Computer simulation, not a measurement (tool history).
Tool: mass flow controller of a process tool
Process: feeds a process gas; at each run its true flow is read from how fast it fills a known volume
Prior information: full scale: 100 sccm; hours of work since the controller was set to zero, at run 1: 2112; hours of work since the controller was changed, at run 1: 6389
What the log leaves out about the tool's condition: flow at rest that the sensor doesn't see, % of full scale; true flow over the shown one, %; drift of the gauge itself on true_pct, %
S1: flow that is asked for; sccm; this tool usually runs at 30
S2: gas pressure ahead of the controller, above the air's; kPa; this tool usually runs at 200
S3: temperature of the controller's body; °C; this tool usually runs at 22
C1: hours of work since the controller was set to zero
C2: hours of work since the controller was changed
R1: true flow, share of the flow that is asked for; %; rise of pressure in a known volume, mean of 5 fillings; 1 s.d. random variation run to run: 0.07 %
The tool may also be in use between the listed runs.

run 1 day=0.000 | S1=30 S2=200 S3=22 | C1=2112 C2=6389 | R1=101.64
run 2 day=15.329 | S1=30 S2=200 S3=22 | C1=2379 C2=6656 | R1=102.16
run 3 day=26.233 | S1=30 S2=200 S3=22 | C1=2569 C2=6846 | R1=102.29
run 4 day=40.967 | S1=30 S2=200 S3=35 | C1=2826 C2=7102 | R1=103.88
run 5 day=49.896 | S1=44 S2=200 S3=22 | C1=2981 C2=7258 | R1=102.10
run 6 day=62.121 | S1=44 S2=200 S3=22 | C1=3194 C2=7470 | R1=102.29
run 7 day=74.412 | S1=34 S2=200 S3=22 | C1=3408 C2=7684 | R1=103.05
run 8 day=82.088 | S1=34 S2=200 S3=22 | C1=3541 C2=7818 | R1=103.16
run 9 day=93.171 | S1=30 S2=200 S3=38 | C1=3734 C2=8011 | R1=105.14
-- day=108.846 controller exchanged for a calibrated one
run 10 day=109.133 | S1=30 S2=200 S3=38 | C1=5 C2=5 | R1=99.57
run 11 day=122.504 | S1=30 S2=200 S3=22 | C1=238 C2=238 | R1=98.30
run 12 day=129.312 | S1=21 S2=180 S3=25 | C1=356 C2=356 | R1=98.84
-- day=130.571 controller's zero set anew
run 13 day=143.104 | S1=34 S2=200 S3=24 | C1=218 C2=596 | R1=99.32
run 14 day=156.075 | S1=34 S2=200 S3=24 | C1=444 C2=822 | R1=99.47
-- day=156.871 controller's zero set anew, once more
run 15 day=165.696 | S1=15 S2=229 S3=24 | C1=154 C2=989 | R1=98.34
run 16 day=172.321 | S1=15 S2=229 S3=24 | C1=269 C2=1104 | R1=98.54
run 17 day=186.721 | S1=15 S2=174 S3=32 | C1=520 C2=1355 | R1=99.76
run 18 day=198.033 | S1=15 S2=174 S3=37 | C1=717 C2=1552 | R1=100.64
run 19 day=207.933 | S1=80 S2=211 S3=22 | C1=889 C2=1724 | R1=99.70
run 20 day=221.479 | S1=20 S2=203 S3=24 | C1=1125 C2=1960 | R1=100.16
run 21 day=228.004 | S1=20 S2=203 S3=24 | C1=1238 C2=2073 | R1=100.23
run 22 day=238.958 | S1=24 S2=147 S3=21 | C1=1429 C2=2264 | R1=99.96

Forecast each of these 5 alternatives for the next run:
run A day=248.617 | S1=85 S2=144 S3=38 | C1=1597 C2=2432 | R1=?
run B day=248.617 | S1=67 S2=179 S3=22 | C1=1597 C2=2432 | R1=?
run C day=248.617 | S1=78 S2=200 S3=33 | C1=1597 C2=2432 | R1=?
run D day=248.617 | S1=18 S2=196 S3=22 | C1=1597 C2=2432 | R1=?
run E day=248.617 | S1=30 S2=180 S3=22 | C1=1597 C2=2432 | R1=?

run=A R1=101.68
run=B R1=99.90
run=C R1=101.27
run=D R1=100.86
run=E R1=100.08
Had the tool no hidden state, the same runs would have come out as:
run=A R1=100.81
run=B R1=98.87
run=C R1=100.34
run=D R1=97.70
run=E R1=98.09

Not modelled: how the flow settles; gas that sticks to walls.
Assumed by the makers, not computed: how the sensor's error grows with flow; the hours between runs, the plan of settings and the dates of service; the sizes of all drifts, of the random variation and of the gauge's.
